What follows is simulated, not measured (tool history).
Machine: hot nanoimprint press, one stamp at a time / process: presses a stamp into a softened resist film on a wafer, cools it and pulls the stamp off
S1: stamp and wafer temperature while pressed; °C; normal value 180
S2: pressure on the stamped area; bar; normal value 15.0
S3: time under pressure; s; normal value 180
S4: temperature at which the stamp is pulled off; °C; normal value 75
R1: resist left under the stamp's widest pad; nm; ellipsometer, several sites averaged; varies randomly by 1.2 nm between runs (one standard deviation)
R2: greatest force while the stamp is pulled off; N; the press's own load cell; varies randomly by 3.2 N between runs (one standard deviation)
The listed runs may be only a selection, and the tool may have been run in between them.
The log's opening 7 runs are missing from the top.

run,day,S1,S2,S3,S4,R1,R2
8,2.954,180,15.0,180,75,221.6,170
9,3.229,180,15.0,180,75,221.9,182
10,3.812,180,15.0,180,75,223.9,182
11,4.408,173,15.0,180,75,313.9,187
12,4.775,173,15.0,180,75,316.9,181
13,5.362,180,15.0,180,75,223.1,188
14,5.921,180,15.0,180,75,222.5,177
15,6.342,180,15.0,180,75,223.4,183
16,6.704,192,15.0,96,75,154.9,188
17,7.075,192,15.0,96,78,153.8,185
# day 7.254: plate thermocouple calibrated
18,7.646,192,15.0,96,78,155.2,190
19,8.138,171,15.0,185,75,348.0,183
# day 8.421: plate thermocouple calibrated, once more
20,8.688,173,15.0,121,74,345.3,186
21,9.279,176,15.0,121,74,307.9,193
22,9.842,176,15.0,121,74,305.8,185
23,10.175,176,15.0,121,74,308.3,190
24,10.438,176,15.0,121,74,306.4,184
25,10.783,176,15.0,121,74,306.5,189
26,11.108,186,15.0,160,75,164.2,190
27,11.692,192,15.0,142,70,126.4,195
28,12.258,181,13.6,207,61,204.8,207
29,12.738,181,20.3,207,61,169.7,202
30,12.988,172,16.0,155,61,331.2,209

Alternative continuations, all from the tool just after run 30; predict every row:
A,13.392,172,16.0,155,71,?,?
B,13.392,172,16.0,155,70,?,?
C,13.392,172,16.0,198,69,?,?

run,R1,R2
A,335.0,202
B,333.4,199
C,311.7,196
Stripped of hidden state, with their random variation kept, the same runs would have yielded:
run,R1,R2
A,331.2,157
B,329.6,155
C,307.8,152
